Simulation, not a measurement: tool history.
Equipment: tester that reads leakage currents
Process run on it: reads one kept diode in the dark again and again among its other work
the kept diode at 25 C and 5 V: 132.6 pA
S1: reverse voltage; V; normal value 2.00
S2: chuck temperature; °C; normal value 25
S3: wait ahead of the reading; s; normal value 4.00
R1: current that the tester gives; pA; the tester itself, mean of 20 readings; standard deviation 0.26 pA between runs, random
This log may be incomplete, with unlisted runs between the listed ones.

Run 1, hour 0.0: usual settings. Result: R1 90.50 pA.
Run 2, hour 72.1: usual settings. Result: R1 91.15 pA.
Run 3, hour 144.3: usual settings. Result: R1 91.56 pA.
Run 4, hour 176.2: usual settings. Result: R1 91.51 pA.
Run 5, hour 209.0: usual settings. Result: R1 91.29 pA.
Run 6, hour 266.4: usual settings but S3 0.32 s. Result: R1 92.27 pA.
Run 7, hour 334.4: usual settings but S3 0.32 s. Result: R1 92.18 pA.
Run 8, hour 400.0: usual settings but S3 0.32 s. Result: R1 92.44 pA.
Run 9, hour 436.4: usual settings but S3 0.40 s. Result: R1 92.62 pA.
Run 10, hour 512.9: usual settings but S1 5.83 V, S2 24 °C, S3 0.40 s. Result: R1 143.79 pA.
Run 11, hour 565.9: usual settings but S1 2.27 V. Result: R1 97.55 pA.
Run 12, hour 635.2: usual settings but S3 0.45 s. Result: R1 93.29 pA.

Hidden state or all else? Some run-to-run changes of R1, split into what the settings, what came in and random variation would give without the hidden state, and what is left for the hidden state (with any gauge scatter that isn't in both results):
Hidden conditions of the tool in this case: stray current of the dirty probe card, pA a volt; current scale over the true one, %; true chuck temperature over the reading, C; drift of the gauge itself on leakage_pa, %.
Run 9 -> 10: S1 2.00 -> 5.83, S2 25 -> 24. R1 +51.17 pA: hidden state +4.70, all else +46.47.

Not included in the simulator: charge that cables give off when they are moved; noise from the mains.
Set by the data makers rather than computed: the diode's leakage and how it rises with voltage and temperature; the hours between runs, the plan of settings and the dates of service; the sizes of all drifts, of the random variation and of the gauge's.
